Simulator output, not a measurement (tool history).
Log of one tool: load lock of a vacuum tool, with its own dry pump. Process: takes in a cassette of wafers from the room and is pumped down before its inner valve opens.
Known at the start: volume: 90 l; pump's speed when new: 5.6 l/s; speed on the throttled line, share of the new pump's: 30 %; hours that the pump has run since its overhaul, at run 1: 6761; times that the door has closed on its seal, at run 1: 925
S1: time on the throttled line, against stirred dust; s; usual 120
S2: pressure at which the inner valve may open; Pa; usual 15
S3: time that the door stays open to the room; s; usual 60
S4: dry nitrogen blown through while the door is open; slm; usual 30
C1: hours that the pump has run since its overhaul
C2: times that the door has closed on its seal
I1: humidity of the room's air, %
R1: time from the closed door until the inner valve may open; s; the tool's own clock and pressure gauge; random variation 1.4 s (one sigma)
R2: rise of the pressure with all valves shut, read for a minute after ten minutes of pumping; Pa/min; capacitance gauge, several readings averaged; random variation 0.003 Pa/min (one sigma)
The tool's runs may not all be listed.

run 1 hour=0.0 | S1=120 S2=15 S3=60 S4=30 | C1=6761 C2=925 | I1=47.6 | R1=234.7 R2=0.021
run 2 hour=121.4 | S1=120 S2=15 S3=60 S4=30 | C1=6882 C2=1358 | I1=41.2 | R1=234.1 R2=0.022
run 3 hour=302.1 | S1=120 S2=10 S3=60 S4=30 | C1=7063 C2=2003 | I1=45.0 | R1=238.7 R2=0.021
run 4 hour=440.5 | S1=120 S2=15 S3=60 S4=30 | C1=7201 C2=2497 | I1=43.4 | R1=235.1 R2=0.028
run 5 hour=534.9 | S1=133 S2=15 S3=60 S4=30 | C1=7296 C2=2834 | I1=47.1 | R1=241.8 R2=0.030
run 6 hour=681.2 | S1=184 S2=15 S3=192 S4=30 | C1=7442 C2=3356 | I1=44.1 | R1=280.4 R2=0.056
run 7 hour=819.4 | S1=63 S2=16 S3=59 S4=30 | C1=7580 C2=3850 | I1=45.1 | R1=194.3 R2=0.035
run 8 hour=929.2 | S1=120 S2=26 S3=60 S4=11 | C1=7690 C2=4241 | I1=46.1 | R1=225.9 R2=0.048
run 9 hour=1070.7 | S1=61 S2=12 S3=53 S4=8 | C1=7831 C2=4746 | I1=45.0 | R1=199.2 R2=0.041
run 10 hour=1238.8 | S1=61 S2=17 S3=53 S4=8 | C1=8000 C2=5346 | I1=46.3 | R1=191.4 R2=0.052

4 ways to go on from here, each from the tool as it stands after run 10. What would each give?
run A hour=1417.8 | S1=73 S2=22 S3=53 S4=18 | C1=8179 C2=5985 | I1=43.6 | R1=? R2=?
run B hour=1417.8 | S1=61 S2=17 S3=83 S4=8 | C1=8179 C2=5985 | I1=46.2 | R1=? R2=?
run C hour=1417.8 | S1=61 S2=11 S3=159 S4=5 | C1=8179 C2=5985 | I1=41.4 | R1=? R2=?
run D hour=1417.8 | S1=230 S2=15 S3=60 S4=29 | C1=8179 C2=5985 | I1=48.6 | R1=? R2=?

run=A R1=197.3 R2=0.049
run=B R1=192.3 R2=0.065
run=C R1=203.5 R2=0.078
run=D R1=313.8 R2=0.049
Without the tool's hidden state the same runs would have given:
run=A R1=189.0 R2=0.016
run=B R1=183.2 R2=0.031
run=C R1=193.7 R2=0.044
run=D R1=308.3 R2=0.016

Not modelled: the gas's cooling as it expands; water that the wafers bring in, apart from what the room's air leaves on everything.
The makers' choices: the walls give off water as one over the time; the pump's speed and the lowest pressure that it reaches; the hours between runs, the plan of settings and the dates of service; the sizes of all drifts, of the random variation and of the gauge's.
